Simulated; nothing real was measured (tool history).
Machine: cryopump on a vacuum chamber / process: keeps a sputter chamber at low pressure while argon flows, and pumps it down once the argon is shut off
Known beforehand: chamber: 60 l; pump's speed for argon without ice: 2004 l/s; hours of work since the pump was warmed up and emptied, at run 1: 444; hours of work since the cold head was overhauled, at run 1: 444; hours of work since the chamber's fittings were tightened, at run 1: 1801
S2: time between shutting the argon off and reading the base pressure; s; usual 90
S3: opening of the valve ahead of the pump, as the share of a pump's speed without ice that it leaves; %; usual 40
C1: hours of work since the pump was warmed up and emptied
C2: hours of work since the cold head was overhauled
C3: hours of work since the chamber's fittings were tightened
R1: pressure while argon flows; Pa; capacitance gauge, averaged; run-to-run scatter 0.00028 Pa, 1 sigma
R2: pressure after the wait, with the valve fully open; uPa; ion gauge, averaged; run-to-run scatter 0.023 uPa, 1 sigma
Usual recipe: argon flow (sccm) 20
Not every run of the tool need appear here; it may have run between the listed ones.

{"run": 1, "hour": 0.0, "argon flow (sccm)": 20, "S2": 90, "S3": 40, "C1": 444, "C2": 444, "C3": 1801, "R1": 0.044, "R2": 2.78}
{"run": 2, "hour": 7.8, "argon flow (sccm)": 20, "S2": 90, "S3": 40, "C1": 451, "C2": 451, "C3": 1808, "R1": 0.0438, "R2": 2.72}
{"run": 3, "hour": 19.9, "argon flow (sccm)": 20, "S2": 90, "S3": 40, "C1": 461, "C2": 461, "C3": 1818, "R1": 0.0442, "R2": 2.7}
{"run": 4, "hour": 29.9, "argon flow (sccm)": 20, "S2": 90, "S3": 40, "C1": 469, "C2": 469, "C3": 1826, "R1": 0.0442, "R2": 2.8}
{"run": 5, "hour": 43.1, "argon flow (sccm)": 20, "S2": 90, "S3": 40, "C1": 480, "C2": 480, "C3": 1837, "R1": 0.0445, "R2": 2.73}
{"run": 6, "hour": 53.5, "argon flow (sccm)": 20, "S2": 90, "S3": 40, "C1": 489, "C2": 489, "C3": 1846, "R1": 0.0441, "R2": 2.83}
{"run": 7, "hour": 67.5, "argon flow (sccm)": 20, "S2": 90, "S3": 34, "C1": 500, "C2": 500, "C3": 1858, "R1": 0.0513, "R2": 2.77}
{"run": 8, "hour": 79.9, "argon flow (sccm)": 20, "S2": 90, "S3": 34, "C1": 511, "C2": 511, "C3": 1868, "R1": 0.0515, "R2": 2.8}
{"run": 9, "hour": 90.6, "argon flow (sccm)": 20, "S2": 90, "S3": 34, "C1": 520, "C2": 520, "C3": 1877, "R1": 0.0518, "R2": 2.9}
{"run": 10, "hour": 103.0, "argon flow (sccm)": 20, "S2": 90, "S3": 32, "C1": 530, "C2": 530, "C3": 1887, "R1": 0.0548, "R2": 2.8}
{"run": 11, "hour": 113.7, "argon flow (sccm)": 20, "S2": 90, "S3": 32, "C1": 539, "C2": 539, "C3": 1896, "R1": 0.0553, "R2": 2.92}
{"run": 12, "hour": 127.0, "argon flow (sccm)": 20, "S2": 90, "S3": 40, "C1": 550, "C2": 550, "C3": 1907, "R1": 0.0448, "R2": 3.01}
{"run": 13, "hour": 136.3, "argon flow (sccm)": 20, "S2": 235, "S3": 40, "C1": 558, "C2": 558, "C3": 1915, "R1": 0.0452, "R2": 2.55}
{"run": 14, "hour": 147.5, "argon flow (sccm)": 20, "S2": 90, "S3": 37, "C1": 567, "C2": 567, "C3": 1924, "R1": 0.0481, "R2": 2.93}
{"run": 15, "hour": 153.7, "argon flow (sccm)": 22, "S2": 90, "S3": 40, "C1": 572, "C2": 572, "C3": 1929, "R1": 0.0495, "R2": 2.94}
{"run": 16, "hour": 165.5, "argon flow (sccm)": 22, "S2": 90, "S3": 22, "C1": 582, "C2": 582, "C3": 1939, "R1": 0.0874, "R2": 2.96}
{"run": 17, "hour": 173.4, "argon flow (sccm)": 9, "S2": 90, "S3": 40, "C1": 588, "C2": 588, "C3": 1946, "R1": 0.02, "R2": 3.01}
{"run": 18, "hour": 186.6, "argon flow (sccm)": 20, "S2": 90, "S3": 40, "C1": 599, "C2": 599, "C3": 1957, "R1": 0.0448, "R2": 2.92}
{"run": 19, "hour": 193.8, "argon flow (sccm)": 20, "S2": 90, "S3": 40, "C1": 605, "C2": 605, "C3": 1963, "R1": 0.0446, "R2": 2.96}
{"run": 20, "hour": 200.2, "argon flow (sccm)": 10, "S2": 90, "S3": 40, "C1": 611, "C2": 611, "C3": 1968, "R1": 0.0224, "R2": 3.02}
{"run": 21, "hour": 213.1, "argon flow (sccm)": 10, "S2": 88, "S3": 54, "C1": 621, "C2": 621, "C3": 1979, "R1": 0.0173, "R2": 3.02}
{"run": 22, "hour": 220.0, "argon flow (sccm)": 10, "S2": 88, "S3": 54, "C1": 627, "C2": 627, "C3": 1985, "R1": 0.0169, "R2": 2.94}
{"run": 23, "hour": 228.3, "argon flow (sccm)": 12, "S2": 151, "S3": 40, "C1": 634, "C2": 634, "C3": 1991, "R1": 0.0268, "R2": 2.77}
{"hour": 243.1, "done": "leaking fittings of the chamber tightened, without venting"}
{"run": 24, "hour": 243.3, "argon flow (sccm)": 11, "S2": 90, "S3": 16, "C1": 645, "C2": 645, "C3": 0, "R1": 0.0597, "R2": 0.87}
{"run": 25, "hour": 251.7, "argon flow (sccm)": 11, "S2": 93, "S3": 26, "C1": 652, "C2": 652, "C3": 7, "R1": 0.0373, "R2": 0.88}
{"hour": 264.5, "done": "pump warmed up, emptied and cooled again"}
{"run": 26, "hour": 266.8, "argon flow (sccm)": 11, "S2": 93, "S3": 26, "C1": 2, "C2": 660, "C3": 15, "R1": 0.0355, "R2": 0.81}
{"run": 27, "hour": 276.5, "argon flow (sccm)": 20, "S2": 151, "S3": 25, "C1": 10, "C2": 668, "C3": 24, "R1": 0.0675, "R2": 0.59}
{"run": 28, "hour": 291.2, "argon flow (sccm)": 12, "S2": 34, "S3": 27, "C1": 22, "C2": 681, "C3": 36, "R1": 0.0377, "R2": 1.86}
{"run": 29, "hour": 304.6, "argon flow (sccm)": 20, "S2": 106, "S3": 38, "C1": 33, "C2": 692, "C3": 47, "R1": 0.0447, "R2": 0.79}
{"run": 30, "hour": 312.0, "argon flow (sccm)": 20, "S2": 106, "S3": 38, "C1": 40, "C2": 698, "C3": 53, "R1": 0.0449, "R2": 0.77}
{"run": 31, "hour": 326.8, "argon flow (sccm)": 11, "S2": 90, "S3": 29, "C1": 52, "C2": 710, "C3": 65, "R1": 0.032, "R2": 0.85}
{"run": 32, "hour": 339.7, "argon flow (sccm)": 24, "S2": 90, "S3": 45, "C1": 63, "C2": 721, "C3": 76, "R1": 0.0461, "R2": 0.91}
{"run": 33, "hour": 348.0, "argon flow (sccm)": 24, "S2": 90, "S3": 45, "C1": 69, "C2": 728, "C3": 83, "R1": 0.0457, "R2": 0.93}
{"run": 34, "hour": 361.9, "argon flow (sccm)": 33, "S2": 175, "S3": 34, "C1": 81, "C2": 739, "C3": 95, "R1": 0.0829, "R2": 0.64}
{"run": 35, "hour": 373.5, "argon flow (sccm)": 33, "S2": 175, "S3": 34, "C1": 91, "C2": 749, "C3": 104, "R1": 0.0829, "R2": 0.6}

Measured less the same run without the tool's hidden state. The same run-to-run variation is in both; the gauge's scatter may not be:
Hidden conditions of the tool in this case: pump's speed, % of a pump's without ice; cold plate's temperature, K; leak into the chamber, uPa l/s; drift of the gauge itself on working_pa, %; drift of the gauge itself on base_upa, %.
run=1 R1=+0.0020 R2=+1.97
run=2 R1=+0.0021 R2=+1.91
run=3 R1=+0.0022 R2=+1.92
run=4 R1=+0.0021 R2=+2.01
run=5 R1=+0.0022 R2=+1.95
run=6 R1=+0.0022 R2=+2.04
run=7 R1=+0.0023 R2=+2.00
run=8 R1=+0.0024 R2=+2.02
run=9 R1=+0.0024 R2=+2.07
run=10 R1=+0.0024 R2=+2.02
run=11 R1=+0.0025 R2=+2.09
run=12 R1=+0.0026 R2=+2.17
run=13 R1=+0.0027 R2=+2.15
run=14 R1=+0.0027 R2=+2.14
run=15 R1=+0.0029 R2=+2.13
run=16 R1=+0.0030 R2=+2.17
run=17 R1=+0.0012 R2=+2.19
run=18 R1=+0.0029 R2=+2.14
run=19 R1=+0.0028 R2=+2.19
run=20 R1=+0.0014 R2=+2.25
run=21 R1=+0.0015 R2=+2.25
run=22 R1=+0.0015 R2=+2.19
run=23 R1=+0.0018 R2=+2.22
run=24 R1=+0.0016 R2=+0.06
run=25 R1=+0.0017 R2=+0.07
run=26 R1=+0.0002 R2=+0.05
run=27 R1=+0.0002 R2=+0.05
run=28 R1=+0.0002 R2=+0.06
run=29 R1=+0.0003 R2=+0.08
run=30 R1=+0.0003 R2=+0.08
run=31 R1=+0.0002 R2=+0.09
run=32 R1=+0.0005 R2=+0.10
run=33 R1=+0.0006 R2=+0.11
run=34 R1=+0.0009 R2=+0.12
run=35 R1=+0.0009 R2=+0.13
